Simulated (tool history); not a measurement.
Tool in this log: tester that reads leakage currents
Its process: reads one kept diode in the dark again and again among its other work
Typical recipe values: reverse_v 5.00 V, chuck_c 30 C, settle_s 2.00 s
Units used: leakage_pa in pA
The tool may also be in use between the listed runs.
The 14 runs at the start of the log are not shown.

| run | day | reverse_v | chuck_c | settle_s | hours of work since the probe card was cleaned | hours of work since the tester was calibrated | hours of work since the chuck was calibrated | leakage_pa |
|---|---|---|---|---|---|---|---|---|
| 15 | 29.592 | 14.99 | 30 | 2.00 | 2426 | 2261 | 1434 | 208.79 |
| 16 | 31.208 | 14.99 | 30 | 2.00 | 2451 | 2286 | 1459 | 210.27 |
| 17 | 32.875 | 5.79 | 30 | 2.00 | 2477 | 2312 | 1485 | 150.43 |
|  | 33.504 | probe card cleaned and baked |
| 18 | 34.488 | 8.03 | 30 | 2.00 | 15 | 2336 | 1508 | 161.13 |
| 19 | 37.200 | 8.03 | 30 | 2.00 | 58 | 2378 | 1551 | 160.91 |
| 20 | 38.621 | 1.06 | 30 | 3.86 | 80 | 2400 | 1573 | 85.57 |
| 21 | 41.508 | 7.47 | 23 | 3.97 | 125 | 2445 | 1618 | 91.78 |
| 22 | 43.833 | 3.64 | 30 | 3.97 | 162 | 2482 | 1654 | 126.09 |
| 23 | 45.454 | 5.00 | 30 | 0.33 | 187 | 2507 | 1680 | 144.26 |
|  | 47.083 | chuck's temperature calibrated |
| 24 | 47.438 | 16.31 | 35 | 0.31 | 216 | 2537 | 6 | 287.10 |
| 25 | 50.017 | 10.37 | 37 | 5.96 | 257 | 2577 | 46 | 273.17 |
| 26 | 52.492 | 4.29 | 37 | 5.96 | 296 | 2616 | 85 | 207.43 |
|  | 53.183 | tester calibrated |
| 27 | 55.312 | 5.19 | 30 | 0.33 | 338 | 33 | 127 | 134.80 |
| 28 | 57.808 | 5.19 | 30 | 0.33 | 377 | 72 | 166 | 134.62 |
| 29 | 60.204 | 5.19 | 30 | 0.33 | 415 | 110 | 204 | 135.14 |
| 30 | 63.000 | 9.26 | 39 | 2.00 | 458 | 153 | 247 | 305.34 |
| 31 | 64.712 | 2.11 | 35 | 5.37 | 485 | 180 | 274 | 144.03 |
| 32 | 66.812 | 2.11 | 35 | 5.37 | 518 | 213 | 307 | 143.99 |
| 33 | 68.233 | 7.47 | 30 | 2.00 | 540 | 235 | 329 | 149.32 |
| 34 | 70.817 | 9.06 | 30 | 1.98 | 581 | 276 | 370 | 158.60 |
| 35 | 72.317 | 2.87 | 46 | 5.60 | 604 | 299 | 393 | 351.15 |
| 36 | 74.396 | 4.60 | 46 | 2.00 | 637 | 332 | 426 | 404.12 |
| 37 | 75.658 | 4.60 | 46 | 6.12 | 656 | 351 | 445 | 404.10 |

What if the next run were any one of these 4? Each begins from the tool's condition after run 37:
| A | 76.900 | 2.53 | 53 | 0.56 | 676 | 371 | 465 | ? |
| B | 76.900 | 10.58 | 30 | 2.00 | 676 | 371 | 465 | ? |
| C | 76.900 | 15.01 | 46 | 6.12 | 676 | 371 | 465 | ? |
| D | 76.900 | 3.93 | 46 | 6.12 | 676 | 371 | 465 | ? |

| run | leakage_pa |
|---|---|
| A | 542.61 |
| B | 167.56 |
| C | 587.10 |
| D | 386.32 |
Take away the tool's hidden state, keep each run's random variation, and the runs would have read:
| run | leakage_pa |
|---|---|
| A | 533.28 |
| B | 161.50 |
| C | 573.04 |
| D | 378.81 |

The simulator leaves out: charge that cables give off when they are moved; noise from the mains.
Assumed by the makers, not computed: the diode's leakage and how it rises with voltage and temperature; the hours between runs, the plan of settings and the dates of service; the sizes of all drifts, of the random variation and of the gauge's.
